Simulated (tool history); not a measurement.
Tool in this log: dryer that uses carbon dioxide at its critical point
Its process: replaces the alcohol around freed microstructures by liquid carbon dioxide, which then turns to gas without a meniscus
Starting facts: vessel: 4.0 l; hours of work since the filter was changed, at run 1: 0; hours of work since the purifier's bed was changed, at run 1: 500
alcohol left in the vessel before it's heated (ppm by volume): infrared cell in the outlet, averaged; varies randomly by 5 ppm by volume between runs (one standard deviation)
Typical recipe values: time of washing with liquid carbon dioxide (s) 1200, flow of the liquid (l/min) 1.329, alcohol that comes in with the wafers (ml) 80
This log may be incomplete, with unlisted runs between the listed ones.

run,hour,time of washing with liquid carbon dioxide (s),flow of the liquid (l/min),alcohol that comes in with the wafers (ml),hours of work since the filter was changed,hours of work since the purifier's bed was changed,alcohol left in the vessel before it's heated (ppm by volume)
1,0,1200,1.329,80,0,500,59
2,21.6,1200,1.329,80,11,511,53
3,47.3,1200,1.329,88,24,524,63
4,90.9,1200,1.329,88,46,546,78
5,132.4,1200,1.329,88,67,567,71
6,177.9,1200,0.89,80,90,590,345
7,228.4,1200,1.329,96,116,616,89
8,270.9,1200,1.329,80,137,638,89
9,293.4,1200,0.94,31,149,649,150
10,318.5,1200,0.94,31,161,662,158
11,354.3,1020,1.329,83,180,680,213
12,392.7,1020,1.73,81,199,699,76
# hour 426.5: inlet filter changed
13,434.4,1680,0.83,101,4,720,117
14,478.2,720,0.81,80,26,742,1873
15,520.5,1080,1.89,31,48,764,36
16,571.5,1080,1.89,31,74,789,32

Alternative continuations, all from the tool just after run 16; predict every row:
A,596.1,1080,1.16,80,86,802,?
B,596.1,1080,1.89,20,86,802,?
C,596.1,780,1.89,31,86,802,?
D,596.1,1080,0.85,21,86,802,?
E,596.1,1260,1.89,31,86,802,?

run,alcohol left in the vessel before it's heated (ppm by volume)
A,196
B,33
C,73
D,192
E,41
Without the tool's unlogged condition, the same runs would have read:
run,alcohol left in the vessel before it's heated (ppm by volume)
A,111
B,0
C,28
D,123
E,4
